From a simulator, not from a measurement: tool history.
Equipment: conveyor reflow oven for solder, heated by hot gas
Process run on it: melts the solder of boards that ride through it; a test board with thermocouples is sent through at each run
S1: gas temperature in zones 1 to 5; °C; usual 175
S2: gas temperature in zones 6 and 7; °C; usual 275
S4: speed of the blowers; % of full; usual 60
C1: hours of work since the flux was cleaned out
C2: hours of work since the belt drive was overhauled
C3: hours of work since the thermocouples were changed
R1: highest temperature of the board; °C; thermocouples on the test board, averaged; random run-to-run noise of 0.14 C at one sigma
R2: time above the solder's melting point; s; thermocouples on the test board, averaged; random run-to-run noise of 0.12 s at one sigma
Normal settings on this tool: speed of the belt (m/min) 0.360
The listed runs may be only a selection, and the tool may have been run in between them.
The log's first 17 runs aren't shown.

{"hour": 201.1, "done": "flux residue cleaned out of gas plates and filters"}
{"run": 18, "hour": 207.3, "S1": 175, "S2": 288, "speed of the belt (m/min)": 0.36, "S4": 60, "C1": 4, "C2": 529, "C3": 415, "R1": 275.8, "R2": 93.5}
{"run": 19, "hour": 223.5, "S1": 175, "S2": 288, "speed of the belt (m/min)": 0.36, "S4": 60, "C1": 13, "C2": 539, "C3": 424, "R1": 275.7, "R2": 93.3}
{"run": 20, "hour": 240.1, "S1": 175, "S2": 288, "speed of the belt (m/min)": 0.369, "S4": 60, "C1": 22, "C2": 548, "C3": 433, "R1": 275.1, "R2": 90.6}
{"run": 21, "hour": 248.2, "S1": 166, "S2": 279, "speed of the belt (m/min)": 0.333, "S4": 79, "C1": 27, "C2": 553, "C3": 438, "R1": 270.7, "R2": 95.1}
{"run": 22, "hour": 262.1, "S1": 166, "S2": 279, "speed of the belt (m/min)": 0.333, "S4": 79, "C1": 35, "C2": 561, "C3": 446, "R1": 270.6, "R2": 95.3}
{"run": 23, "hour": 275.6, "S1": 166, "S2": 279, "speed of the belt (m/min)": 0.333, "S4": 79, "C1": 43, "C2": 568, "C3": 454, "R1": 271.1, "R2": 95.3}
{"run": 24, "hour": 287.5, "S1": 173, "S2": 275, "speed of the belt (m/min)": 0.36, "S4": 65, "C1": 50, "C2": 575, "C3": 461, "R1": 264.1, "R2": 85.9}
{"run": 25, "hour": 301.3, "S1": 173, "S2": 275, "speed of the belt (m/min)": 0.36, "S4": 65, "C1": 57, "C2": 583, "C3": 468, "R1": 264.0, "R2": 86.0}
{"run": 26, "hour": 316.4, "S1": 173, "S2": 275, "speed of the belt (m/min)": 0.36, "S4": 65, "C1": 66, "C2": 592, "C3": 477, "R1": 264.0, "R2": 85.8}
{"run": 27, "hour": 326.5, "S1": 173, "S2": 275, "speed of the belt (m/min)": 0.36, "S4": 65, "C1": 72, "C2": 598, "C3": 483, "R1": 263.9, "R2": 85.6}
{"run": 28, "hour": 337.0, "S1": 179, "S2": 290, "speed of the belt (m/min)": 0.382, "S4": 86, "C1": 78, "C2": 604, "C3": 489, "R1": 279.7, "R2": 91.1}
{"run": 29, "hour": 346.4, "S1": 179, "S2": 290, "speed of the belt (m/min)": 0.382, "S4": 86, "C1": 83, "C2": 609, "C3": 494, "R1": 279.8, "R2": 91.2}
{"run": 30, "hour": 354.9, "S1": 184, "S2": 275, "speed of the belt (m/min)": 0.395, "S4": 57, "C1": 88, "C2": 614, "C3": 499, "R1": 261.6, "R2": 80.5}
{"run": 31, "hour": 365.7, "S1": 167, "S2": 275, "speed of the belt (m/min)": 0.342, "S4": 57, "C1": 94, "C2": 620, "C3": 505, "R1": 263.2, "R2": 87.5}

Each row is a separate what-if for the run after 31, all from the same tool condition, not one after another. Results?
{"run": "A", "hour": 380.0, "S1": 175, "S2": 284, "speed of the belt (m/min)": 0.365, "S4": 57, "C1": 103, "C2": 628, "C3": 514, "R1": "?", "R2": "?"}
{"run": "B", "hour": 380.0, "S1": 176, "S2": 266, "speed of the belt (m/min)": 0.36, "S4": 68, "C1": 103, "C2": 628, "C3": 514, "R1": "?", "R2": "?"}
{"run": "C", "hour": 380.0, "S1": 177, "S2": 277, "speed of the belt (m/min)": 0.411, "S4": 57, "C1": 103, "C2": 628, "C3": 514, "R1": "?", "R2": "?"}

run=A R1=270.6 R2=89.2
run=B R1=256.1 R2=81.6
run=C R1=260.7 R2=73.4
Without the tool's hidden state the same runs would have given:
run=A R1=270.4 R2=88.3
run=B R1=255.9 R2=80.9
run=C R1=260.5 R2=72.8

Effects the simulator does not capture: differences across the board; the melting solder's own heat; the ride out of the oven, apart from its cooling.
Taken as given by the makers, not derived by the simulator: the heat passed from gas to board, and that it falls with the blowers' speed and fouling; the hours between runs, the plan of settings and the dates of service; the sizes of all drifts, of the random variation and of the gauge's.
